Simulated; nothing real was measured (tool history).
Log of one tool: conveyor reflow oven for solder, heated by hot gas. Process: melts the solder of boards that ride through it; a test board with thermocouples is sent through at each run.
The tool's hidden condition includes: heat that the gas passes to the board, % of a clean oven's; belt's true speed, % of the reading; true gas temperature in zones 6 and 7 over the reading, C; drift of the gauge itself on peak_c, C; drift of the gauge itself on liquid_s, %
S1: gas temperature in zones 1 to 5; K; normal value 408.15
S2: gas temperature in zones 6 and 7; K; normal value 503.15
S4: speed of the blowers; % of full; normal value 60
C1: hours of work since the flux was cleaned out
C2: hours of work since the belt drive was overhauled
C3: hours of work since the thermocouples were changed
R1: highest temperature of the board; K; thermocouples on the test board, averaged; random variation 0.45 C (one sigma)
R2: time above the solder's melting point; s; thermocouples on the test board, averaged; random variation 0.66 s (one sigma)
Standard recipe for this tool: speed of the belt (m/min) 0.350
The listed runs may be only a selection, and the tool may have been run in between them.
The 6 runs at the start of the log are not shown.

{"run": 7, "hour": 231.2, "S1": 408.15, "S2": 503.15, "speed of the belt (m/min)": 0.304, "S4": 60, "C1": 92, "C2": 568, "C3": 129, "R1": 484.55, "R2": 77.1}
{"run": 8, "hour": 270.0, "S1": 408.15, "S2": 503.15, "speed of the belt (m/min)": 0.304, "S4": 60, "C1": 118, "C2": 593, "C3": 155, "R1": 482.85, "R2": 77.2}
{"run": 9, "hour": 295.5, "S1": 408.15, "S2": 500.15, "speed of the belt (m/min)": 0.35, "S4": 60, "C1": 135, "C2": 610, "C3": 172, "R1": 475.75, "R2": 52.8}
{"hour": 304.9, "done": "flux residue cleaned out of gas plates and filters, once more"}
{"run": 10, "hour": 330.1, "S1": 408.15, "S2": 500.15, "speed of the belt (m/min)": 0.35, "S4": 60, "C1": 17, "C2": 630, "C3": 192, "R1": 484.95, "R2": 69.1}
{"run": 11, "hour": 373.9, "S1": 408.15, "S2": 512.15, "speed of the belt (m/min)": 0.35, "S4": 60, "C1": 46, "C2": 659, "C3": 220, "R1": 494.35, "R2": 80.5}
{"run": 12, "hour": 413.5, "S1": 408.15, "S2": 512.15, "speed of the belt (m/min)": 0.35, "S4": 60, "C1": 72, "C2": 685, "C3": 247, "R1": 493.65, "R2": 79.7}
{"run": 13, "hour": 461.9, "S1": 408.15, "S2": 512.15, "speed of the belt (m/min)": 0.356, "S4": 60, "C1": 104, "C2": 717, "C3": 279, "R1": 492.75, "R2": 76.8}
{"run": 14, "hour": 493.6, "S1": 408.15, "S2": 512.15, "speed of the belt (m/min)": 0.356, "S4": 60, "C1": 125, "C2": 738, "C3": 300, "R1": 493.15, "R2": 76.6}
{"run": 15, "hour": 542.7, "S1": 408.15, "S2": 512.15, "speed of the belt (m/min)": 0.356, "S4": 60, "C1": 157, "C2": 770, "C3": 332, "R1": 493.05, "R2": 77.4}
{"run": 16, "hour": 569.1, "S1": 402.15, "S2": 503.15, "speed of the belt (m/min)": 0.297, "S4": 60, "C1": 175, "C2": 788, "C3": 350, "R1": 489.05, "R2": 87.0}
{"run": 17, "hour": 612.6, "S1": 402.15, "S2": 503.15, "speed of the belt (m/min)": 0.297, "S4": 60, "C1": 204, "C2": 817, "C3": 378, "R1": 489.45, "R2": 85.1}
{"run": 18, "hour": 668.5, "S1": 407.15, "S2": 516.15, "speed of the belt (m/min)": 0.405, "S4": 60, "C1": 240, "C2": 854, "C3": 415, "R1": 489.35, "R2": 63.2}
{"run": 19, "hour": 721.3, "S1": 411.15, "S2": 508.15, "speed of the belt (m/min)": 0.319, "S4": 84, "C1": 275, "C2": 889, "C3": 450, "R1": 494.85, "R2": 92.1}
{"run": 20, "hour": 743.7, "S1": 408.15, "S2": 503.15, "speed of the belt (m/min)": 0.35, "S4": 62, "C1": 290, "C2": 903, "C3": 465, "R1": 483.75, "R2": 68.4}
{"run": 21, "hour": 783.9, "S1": 408.15, "S2": 503.15, "speed of the belt (m/min)": 0.35, "S4": 62, "C1": 317, "C2": 930, "C3": 492, "R1": 484.05, "R2": 68.3}
{"run": 22, "hour": 818.6, "S1": 408.15, "S2": 492.15, "speed of the belt (m/min)": 0.336, "S4": 60, "C1": 340, "C2": 953, "C3": 515, "R1": 475.55, "R2": 57.4}
{"run": 23, "hour": 842.3, "S1": 421.15, "S2": 499.15, "speed of the belt (m/min)": 0.415, "S4": 70, "C1": 355, "C2": 969, "C3": 530, "R1": 478.25, "R2": 54.3}
{"run": 24, "hour": 881.5, "S1": 408.15, "S2": 503.15, "speed of the belt (m/min)": 0.314, "S4": 60, "C1": 381, "C2": 995, "C3": 556, "R1": 486.45, "R2": 79.9}
{"run": 25, "hour": 913.2, "S1": 415.15, "S2": 503.15, "speed of the belt (m/min)": 0.401, "S4": 60, "C1": 402, "C2": 1015, "C3": 577, "R1": 478.85, "R2": 55.7}
{"run": 26, "hour": 967.1, "S1": 394.15, "S2": 495.15, "speed of the belt (m/min)": 0.344, "S4": 60, "C1": 438, "C2": 1051, "C3": 613, "R1": 473.05, "R2": 45.0}
{"hour": 1004.4, "done": "thermocouples of zones 6 and 7 changed"}
{"run": 27, "hour": 1010.3, "S1": 394.15, "S2": 495.15, "speed of the belt (m/min)": 0.344, "S4": 60, "C1": 465, "C2": 1078, "C3": 4, "R1": 473.75, "R2": 44.8}
{"hour": 1028.8, "done": "flux residue cleaned out of gas plates and filters"}
{"run": 28, "hour": 1051.0, "S1": 394.15, "S2": 495.15, "speed of the belt (m/min)": 0.344, "S4": 60, "C1": 15, "C2": 1102, "C3": 28, "R1": 478.35, "R2": 55.0}
{"run": 29, "hour": 1086.1, "S1": 406.15, "S2": 495.15, "speed of the belt (m/min)": 0.344, "S4": 60, "C1": 38, "C2": 1125, "C3": 51, "R1": 479.65, "R2": 64.1}
{"run": 30, "hour": 1123.7, "S1": 422.15, "S2": 498.15, "speed of the belt (m/min)": 0.35, "S4": 60, "C1": 63, "C2": 1150, "C3": 76, "R1": 484.15, "R2": 76.2}

Branching from run 30: 4 alternative next runs. What would each branch give?
{"run": "A", "hour": 1150.3, "S1": 422.15, "S2": 514.15, "speed of the belt (m/min)": 0.318, "S4": 60, "C1": 80, "C2": 1168, "C3": 93, "R1": "?", "R2": "?"}
{"run": "B", "hour": 1150.3, "S1": 422.15, "S2": 503.15, "speed of the belt (m/min)": 0.28, "S4": 60, "C1": 80, "C2": 1168, "C3": 93, "R1": "?", "R2": "?"}
{"run": "C", "hour": 1150.3, "S1": 398.15, "S2": 511.15, "speed of the belt (m/min)": 0.317, "S4": 60, "C1": 80, "C2": 1168, "C3": 93, "R1": "?", "R2": "?"}
{"run": "D", "hour": 1150.3, "S1": 402.15, "S2": 504.15, "speed of the belt (m/min)": 0.394, "S4": 60, "C1": 80, "C2": 1168, "C3": 93, "R1": "?", "R2": "?"}

run=A R1=499.95 R2=103.0
run=B R1=493.45 R2=109.7
run=C R1=495.45 R2=85.2
run=D R1=481.15 R2=56.0
What these runs would have given with no unlogged condition in the tool:
run=A R1=500.65 R2=102.4
run=B R1=493.95 R2=109.2
run=C R1=496.25 R2=85.1
run=D R1=482.05 R2=56.6
